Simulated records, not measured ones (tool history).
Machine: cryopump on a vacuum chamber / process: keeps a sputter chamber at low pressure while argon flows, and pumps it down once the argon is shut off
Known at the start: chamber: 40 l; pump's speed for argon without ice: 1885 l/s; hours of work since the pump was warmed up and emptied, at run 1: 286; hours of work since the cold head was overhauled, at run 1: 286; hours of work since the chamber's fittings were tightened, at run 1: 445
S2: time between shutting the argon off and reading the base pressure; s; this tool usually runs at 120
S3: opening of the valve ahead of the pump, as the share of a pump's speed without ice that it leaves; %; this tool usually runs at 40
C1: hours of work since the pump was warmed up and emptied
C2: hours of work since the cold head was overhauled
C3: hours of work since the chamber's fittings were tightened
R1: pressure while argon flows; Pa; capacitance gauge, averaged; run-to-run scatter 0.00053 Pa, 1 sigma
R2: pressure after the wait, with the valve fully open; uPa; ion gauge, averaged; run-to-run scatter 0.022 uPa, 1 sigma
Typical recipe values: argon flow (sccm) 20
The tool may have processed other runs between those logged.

{"run": 1, "hour": 0.0, "argon flow (sccm)": 20, "S2": 120, "S3": 40, "C1": 286, "C2": 286, "C3": 445, "R1": 0.046, "R2": 0.92}
{"run": 2, "hour": 14.6, "argon flow (sccm)": 20, "S2": 120, "S3": 40, "C1": 293, "C2": 293, "C3": 451, "R1": 0.0471, "R2": 0.97}
{"run": 3, "hour": 26.0, "argon flow (sccm)": 20, "S2": 120, "S3": 40, "C1": 299, "C2": 299, "C3": 457, "R1": 0.046, "R2": 0.94}
{"run": 4, "hour": 35.0, "argon flow (sccm)": 20, "S2": 120, "S3": 40, "C1": 303, "C2": 303, "C3": 461, "R1": 0.0463, "R2": 0.94}
{"run": 5, "hour": 42.8, "argon flow (sccm)": 20, "S2": 120, "S3": 40, "C1": 307, "C2": 307, "C3": 465, "R1": 0.0465, "R2": 0.98}
{"run": 6, "hour": 58.0, "argon flow (sccm)": 20, "S2": 120, "S3": 40, "C1": 314, "C2": 314, "C3": 472, "R1": 0.0472, "R2": 0.95}
{"run": 7, "hour": 68.4, "argon flow (sccm)": 20, "S2": 120, "S3": 50, "C1": 319, "C2": 319, "C3": 477, "R1": 0.0382, "R2": 0.92}
{"run": 8, "hour": 80.8, "argon flow (sccm)": 20, "S2": 120, "S3": 50, "C1": 325, "C2": 325, "C3": 483, "R1": 0.0382, "R2": 0.94}
{"run": 9, "hour": 88.9, "argon flow (sccm)": 20, "S2": 120, "S3": 28, "C1": 329, "C2": 329, "C3": 487, "R1": 0.0668, "R2": 0.96}
{"run": 10, "hour": 103.7, "argon flow (sccm)": 20, "S2": 120, "S3": 28, "C1": 336, "C2": 336, "C3": 494, "R1": 0.0667, "R2": 0.97}

Each row is a separate what-if for the run after 10, all from the same tool condition, not one after another. Results?
{"run": "A", "hour": 111.5, "argon flow (sccm)": 25, "S2": 120, "S3": 28, "C1": 339, "C2": 339, "C3": 497, "R1": "?", "R2": "?"}
{"run": "B", "hour": 111.5, "argon flow (sccm)": 20, "S2": 120, "S3": 44, "C1": 339, "C2": 339, "C3": 497, "R1": "?", "R2": "?"}
{"run": "C", "hour": 111.5, "argon flow (sccm)": 14, "S2": 41, "S3": 56, "C1": 339, "C2": 339, "C3": 497, "R1": "?", "R2": "?"}
{"run": "D", "hour": 111.5, "argon flow (sccm)": 12, "S2": 286, "S3": 35, "C1": 339, "C2": 339, "C3": 497, "R1": "?", "R2": "?"}

run=A R1=0.0837 R2=0.91
run=B R1=0.0434 R2=0.99
run=C R1=0.0241 R2=1.82
run=D R1=0.0330 R2=0.70
The same runs, with their run-to-run variation unchanged, on a tool lacking any hidden condition would have given:
run=A R1=0.0810 R2=0.52
run=B R1=0.0412 R2=0.59
run=C R1=0.0226 R2=1.42
run=D R1=0.0317 R2=0.30
